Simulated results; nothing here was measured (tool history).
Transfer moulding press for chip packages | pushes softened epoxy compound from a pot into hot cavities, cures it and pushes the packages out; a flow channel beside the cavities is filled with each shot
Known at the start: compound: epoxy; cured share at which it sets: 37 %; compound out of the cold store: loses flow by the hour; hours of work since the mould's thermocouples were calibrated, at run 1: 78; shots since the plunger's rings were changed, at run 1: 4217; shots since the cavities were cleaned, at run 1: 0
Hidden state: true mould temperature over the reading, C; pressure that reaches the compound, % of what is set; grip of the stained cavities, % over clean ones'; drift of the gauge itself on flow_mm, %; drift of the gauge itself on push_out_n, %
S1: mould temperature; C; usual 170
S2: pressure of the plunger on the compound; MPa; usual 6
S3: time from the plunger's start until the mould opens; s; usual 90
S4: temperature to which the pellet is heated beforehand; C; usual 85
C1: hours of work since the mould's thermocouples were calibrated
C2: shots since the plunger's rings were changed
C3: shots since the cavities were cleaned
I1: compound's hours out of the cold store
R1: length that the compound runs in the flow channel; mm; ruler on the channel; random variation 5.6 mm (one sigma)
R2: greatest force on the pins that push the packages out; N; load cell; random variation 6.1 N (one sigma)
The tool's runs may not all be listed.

{"run": 1, "hour": 0.0, "S1": 170, "S2": 6, "S3": 90, "S4": 85, "C1": 78, "C2": 4217, "C3": 0, "I1": 9.3, "R1": 602, "R2": 234}
{"run": 2, "hour": 7.0, "S1": 170, "S2": 6, "S3": 90, "S4": 85, "C1": 81, "C2": 4281, "C3": 64, "I1": 25.5, "R1": 555, "R2": 242}
{"run": 3, "hour": 21.2, "S1": 170, "S2": 6, "S3": 90, "S4": 85, "C1": 88, "C2": 4410, "C3": 193, "I1": 39.2, "R1": 505, "R2": 255}
{"run": 4, "hour": 34.3, "S1": 170, "S2": 6, "S3": 90, "S4": 85, "C1": 94, "C2": 4529, "C3": 312, "I1": 38.4, "R1": 528, "R2": 279}
{"run": 5, "hour": 45.9, "S1": 170, "S2": 6, "S3": 90, "S4": 85, "C1": 99, "C2": 4635, "C3": 418, "I1": 23.6, "R1": 547, "R2": 296}
{"run": 6, "hour": 54.1, "S1": 170, "S2": 6, "S3": 90, "S4": 85, "C1": 103, "C2": 4710, "C3": 493, "I1": 10.3, "R1": 590, "R2": 307}
{"run": 7, "hour": 63.7, "S1": 170, "S2": 6, "S3": 90, "S4": 85, "C1": 107, "C2": 4797, "C3": 580, "I1": 17.7, "R1": 571, "R2": 315}
{"hour": 69.3, "done": "cavities cleaned with cleaning compound and waxed"}
{"run": 8, "hour": 77.9, "S1": 170, "S2": 6, "S3": 90, "S4": 85, "C1": 112, "C2": 4912, "C3": 78, "I1": 17.8, "R1": 571, "R2": 383}
{"run": 9, "hour": 91.6, "S1": 170, "S2": 6, "S3": 90, "S4": 85, "C1": 119, "C2": 5037, "C3": 203, "I1": 8.8, "R1": 596, "R2": 406}
{"run": 10, "hour": 105.9, "S1": 170, "S2": 6, "S3": 90, "S4": 85, "C1": 125, "C2": 5167, "C3": 333, "I1": 19.4, "R1": 549, "R2": 398}
{"run": 11, "hour": 113.0, "S1": 170, "S2": 6, "S3": 90, "S4": 85, "C1": 128, "C2": 5232, "C3": 398, "I1": 32.5, "R1": 522, "R2": 378}
{"run": 12, "hour": 119.8, "S1": 170, "S2": 5.72, "S3": 93, "S4": 79, "C1": 131, "C2": 5293, "C3": 459, "I1": 9.7, "R1": 584, "R2": 394}
{"run": 13, "hour": 129.6, "S1": 170, "S2": 5.72, "S3": 93, "S4": 79, "C1": 136, "C2": 5383, "C3": 549, "I1": 9.8, "R1": 561, "R2": 400}
{"hour": 138.9, "done": "cavities cleaned with cleaning compound and waxed"}
{"run": 14, "hour": 143.5, "S1": 170, "S2": 6, "S3": 118, "S4": 85, "C1": 141, "C2": 5495, "C3": 41, "I1": 24.2, "R1": 547, "R2": 198}
{"run": 15, "hour": 150.8, "S1": 170, "S2": 6, "S3": 120, "S4": 85, "C1": 144, "C2": 5562, "C3": 108, "I1": 12, "R1": 570, "R2": 200}
{"hour": 158.7, "done": "cavities cleaned with cleaning compound and waxed, once more"}
{"run": 16, "hour": 166.2, "S1": 170, "S2": 6, "S3": 86, "S4": 80, "C1": 151, "C2": 5688, "C3": 68, "I1": 31.4, "R1": 538, "R2": 258}
{"run": 17, "hour": 174.5, "S1": 172, "S2": 6.94, "S3": 90, "S4": 85, "C1": 154, "C2": 5764, "C3": 144, "I1": 14.9, "R1": 613, "R2": 232}
{"run": 18, "hour": 186.9, "S1": 174, "S2": 6, "S3": 71, "S4": 85, "C1": 160, "C2": 5876, "C3": 256, "I1": 17, "R1": 560, "R2": 345}
{"run": 19, "hour": 198.7, "S1": 174, "S2": 6, "S3": 71, "S4": 79, "C1": 165, "C2": 5983, "C3": 363, "I1": 36.2, "R1": 505, "R2": 337}
{"run": 20, "hour": 211.2, "S1": 174, "S2": 6, "S3": 71, "S4": 79, "C1": 171, "C2": 6097, "C3": 477, "I1": 30.1, "R1": 513, "R2": 372}
{"hour": 227.7, "done": "cavities cleaned with cleaning compound and waxed"}
{"run": 21, "hour": 228.0, "S1": 174, "S2": 6, "S3": 76, "S4": 93, "C1": 177, "C2": 6236, "C3": 2, "I1": 29.9, "R1": 515, "R2": 232}

How the hidden state differs across the entries between the runs, from the last listed run before each to the first after it:
Between runs 7 and 8: cavities cleaned with cleaning compound and waxed (hour 69.3)
  true mould temperature over the reading, C: 0.34 -> 0.35; pressure that reaches the compound, % of what is set: 86.27 -> 85.94; grip of the stained cavities, % over clean ones': 39.6 -> 70.7
  measured less the result without the state, R1: -44 -> -46 mm; R2: +87 -> +152 N
Between runs 13 and 14: cavities cleaned with cleaning compound and waxed (hour 138.9)
  true mould temperature over the reading, C: 0.39 -> 0.4; pressure that reaches the compound, % of what is set: 84.63 -> 84.31; grip of the stained cavities, % over clean ones': 74.4 -> 4.6
  measured less the result without the state, R1: -50 -> -49 mm; R2: +164 -> +8 N
Between runs 15 and 16: cavities cleaned with cleaning compound and waxed, once more (hour 158.7)
  true mould temperature over the reading, C: 0.41 -> 0.42; pressure that reaches the compound, % of what is set: 84.14 -> 83.79; grip of the stained cavities, % over clean ones': 10.3 -> 6.5
  measured less the result without the state, R1: -52 -> -51 mm; R2: +18 -> +9 N
Between runs 20 and 21: cavities cleaned with cleaning compound and waxed (hour 227.7)
  true mould temperature over the reading, C: 0.46 -> 0.47; pressure that reaches the compound, % of what is set: 82.61 -> 82.2; grip of the stained cavities, % over clean ones': 34 -> 0.6
  measured less the result without the state, R1: -53 -> -54 mm; R2: +85 -> -4 N
